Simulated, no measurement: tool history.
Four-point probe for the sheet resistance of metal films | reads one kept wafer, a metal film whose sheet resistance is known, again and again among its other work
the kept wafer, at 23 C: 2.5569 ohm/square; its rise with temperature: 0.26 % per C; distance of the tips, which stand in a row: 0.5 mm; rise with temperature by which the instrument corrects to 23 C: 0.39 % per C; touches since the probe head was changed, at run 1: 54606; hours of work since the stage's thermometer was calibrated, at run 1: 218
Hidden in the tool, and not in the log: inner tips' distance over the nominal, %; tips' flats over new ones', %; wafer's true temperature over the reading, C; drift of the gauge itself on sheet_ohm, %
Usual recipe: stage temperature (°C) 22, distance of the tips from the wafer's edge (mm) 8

| run | day | stage temperature (°C) | distance of the tips from the wafer's edge (mm) | touches since the probe head was changed | hours of work since the stage's thermometer was calibrated | sheet resistance as the instrument gives it (ohm/square) |
|---|---|---|---|---|---|---|
| 1 | 0.000 | 22 | 8 | 54606 | 218 | 2.566001 |
| 2 | 2.379 | 22 | 8 | 56657 | 254 | 2.566353 |
| 3 | 5.725 | 22 | 8 | 59535 | 304 | 2.566414 |
| 4 | 9.000 | 22 | 8 | 62355 | 354 | 2.565738 |
| 5 | 12.354 | 22 | 11 | 65242 | 404 | 2.563380 |
| 6 | 14.300 | 22 | 8 | 66918 | 433 | 2.564209 |
| 7 | 17.662 | 22 | 8 | 69813 | 484 | 2.564532 |
| 8 | 19.812 | 22 | 8 | 71666 | 516 | 2.564666 |
| 9 | 23.175 | 32 | 8 | 74562 | 567 | 2.530935 |
| 10 | 27.304 | 32 | 8 | 78118 | 629 | 2.531173 |
| 11 | 31.550 | 32 | 8 | 81770 | 693 | 2.530190 |
| 12 | 34.571 | 32 | 8 | 84373 | 739 | 2.530080 |
| 13 | 37.071 | 23 | 8 | 86526 | 776 | 2.560483 |
| 14 | 40.438 | 23 | 8 | 89426 | 827 | 2.559039 |
| 15 | 44.183 | 22 | 8 | 92648 | 883 | 2.562835 |
| 16 | 46.562 | 31 | 8 | 94696 | 919 | 2.532118 |
| 17 | 49.717 | 31 | 8 | 97412 | 967 | 2.532118 |
| 18 | 53.004 | 31 | 8 | 100243 | 1016 | 2.532181 |
| 19 | 56.162 | 27 | 10 | 102963 | 1064 | 2.542751 |
| 20 | 58.667 | 21 | 7 | 105121 | 1102 | 2.566698 |
| 21 | 62.533 | 24 | 5 | 108451 | 1160 | 2.562238 |
| 22 | 64.508 | 24 | 5 | 110152 | 1190 | 2.561695 |
| 23 | 68.342 | 24 | 5 | 113449 | 1247 | 2.562892 |
| 24 | 71.133 | 24 | 5 | 115855 | 1289 | 2.560984 |
| 25 | 74.333 | 24 | 5 | 118609 | 1338 | 2.561188 |
| 26 | 78.029 | 24 | 5 | 121792 | 1393 | 2.560003 |
| 27 | 81.983 | 24 | 5 | 125197 | 1453 | 2.560241 |
| 28 | 85.142 | 31 | 10 | 127915 | 1500 | 2.526632 |
| 29 | 88.421 | 22 | 23 | 130741 | 1550 | 2.552947 |
| 30 | 91.742 | 22 | 23 | 133599 | 1600 | 2.553802 |
| 31 | 95.033 | 27 | 20 | 136431 | 1649 | 2.536442 |
| 32 | 98.304 | 30 | 17 | 139248 | 1699 | 2.526215 |
| 33 | 101.621 | 30 | 17 | 142104 | 1749 | 2.526599 |
|  | 103.571 | stage's thermometer calibrated |
| 34 | 105.071 | 23 | 17 | 145057 | 23 | 2.552224 |
| 35 | 106.912 | 23 | 8 | 146641 | 50 | 2.557133 |

Branching from run 35: 5 alternative next runs. What would each branch give?
| A | 108.688 | 24 | 16 | 148171 | 77 | ? |
| B | 108.688 | 23 | 38 | 148171 | 77 | ? |
| C | 108.688 | 26 | 8 | 148171 | 77 | ? |
| D | 108.688 | 22 | 8 | 148171 | 77 | ? |
| E | 108.688 | 18 | 8 | 148171 | 77 | ? |

| run | sheet resistance as the instrument gives it (ohm/square) |
|---|---|
| A | 2.549373 |
| B | 2.551462 |
| C | 2.545662 |
| D | 2.560517 |
| E | 2.573144 |
Without the tool's unlogged condition, the same runs would have read:
| run | sheet resistance as the instrument gives it (ohm/square) |
|---|---|
| A | 2.555215 |
| B | 2.557311 |
| C | 2.551491 |
| D | 2.566389 |
| E | 2.579054 |

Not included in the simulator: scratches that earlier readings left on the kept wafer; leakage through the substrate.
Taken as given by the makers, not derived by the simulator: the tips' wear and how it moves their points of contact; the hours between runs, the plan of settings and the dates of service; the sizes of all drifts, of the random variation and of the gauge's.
